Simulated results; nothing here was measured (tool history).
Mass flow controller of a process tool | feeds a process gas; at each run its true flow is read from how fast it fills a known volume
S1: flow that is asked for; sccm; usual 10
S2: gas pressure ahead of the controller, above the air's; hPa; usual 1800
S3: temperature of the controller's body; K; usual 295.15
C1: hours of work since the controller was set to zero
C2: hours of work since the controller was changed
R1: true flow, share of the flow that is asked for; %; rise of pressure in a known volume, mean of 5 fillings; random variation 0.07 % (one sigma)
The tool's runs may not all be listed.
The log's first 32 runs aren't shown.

{"run": 33, "hour": 11884.1, "S1": 11, "S2": 1420, "S3": 295.15, "C1": 1083, "C2": 1083, "R1": 98.33}
{"run": 34, "hour": 12234.5, "S1": 11, "S2": 1420, "S3": 295.15, "C1": 1277, "C2": 1277, "R1": 98.22}
{"run": 35, "hour": 12688.6, "S1": 4, "S2": 2720, "S3": 308.15, "C1": 1527, "C2": 1527, "R1": 98.45}
{"run": 36, "hour": 13132.2, "S1": 4, "S2": 2350, "S3": 302.15, "C1": 1772, "C2": 1772, "R1": 97.32}
{"run": 37, "hour": 13340.3, "S1": 4, "S2": 2350, "S3": 302.15, "C1": 1887, "C2": 1887, "R1": 97.15}
{"run": 38, "hour": 13667.4, "S1": 6, "S2": 1640, "S3": 295.15, "C1": 2068, "C2": 2068, "R1": 96.85}
{"run": 39, "hour": 14099.5, "S1": 10, "S2": 1870, "S3": 295.15, "C1": 2306, "C2": 2306, "R1": 97.77}
{"run": 40, "hour": 14319.3, "S1": 10, "S2": 1870, "S3": 295.15, "C1": 2428, "C2": 2428, "R1": 97.54}
{"run": 41, "hour": 14781.7, "S1": 8, "S2": 2630, "S3": 302.15, "C1": 2683, "C2": 2683, "R1": 98.01}
{"run": 42, "hour": 15218.3, "S1": 8, "S2": 1470, "S3": 303.15, "C1": 2924, "C2": 2924, "R1": 97.28}
{"run": 43, "hour": 15496.5, "S1": 8, "S2": 1470, "S3": 303.15, "C1": 3078, "C2": 3078, "R1": 97.05}
{"run": 44, "hour": 15843.6, "S1": 3, "S2": 1470, "S3": 303.15, "C1": 3269, "C2": 3269, "R1": 93.43}
{"run": 45, "hour": 16059.2, "S1": 16, "S2": 2550, "S3": 305.15, "C1": 3388, "C2": 3388, "R1": 99.24}
{"run": 46, "hour": 16398.0, "S1": 16, "S2": 2550, "S3": 305.15, "C1": 3575, "C2": 3575, "R1": 99.01}
{"run": 47, "hour": 16904.3, "S1": 10, "S2": 1800, "S3": 294.15, "C1": 3855, "C2": 3855, "R1": 96.51}

4 ways to go on from here, each from the tool as it stands after run 47. What would each give?
{"run": "A", "hour": 17165.2, "S1": 17, "S2": 1460, "S3": 295.15, "C1": 3999, "C2": 3999, "R1": "?"}
{"run": "B", "hour": 17165.2, "S1": 10, "S2": 1440, "S3": 310.15, "C1": 3999, "C2": 3999, "R1": "?"}
{"run": "C", "hour": 17165.2, "S1": 9, "S2": 1740, "S3": 300.15, "C1": 3999, "C2": 3999, "R1": "?"}
{"run": "D", "hour": 17165.2, "S1": 10, "S2": 1580, "S3": 301.15, "C1": 3999, "C2": 3999, "R1": "?"}

run=A R1=97.35
run=B R1=97.76
run=C R1=96.63
run=D R1=97.08
Without the tool's hidden state the same runs would have given:
run=A R1=99.18
run=B R1=100.42
run=C R1=99.51
run=D R1=99.74
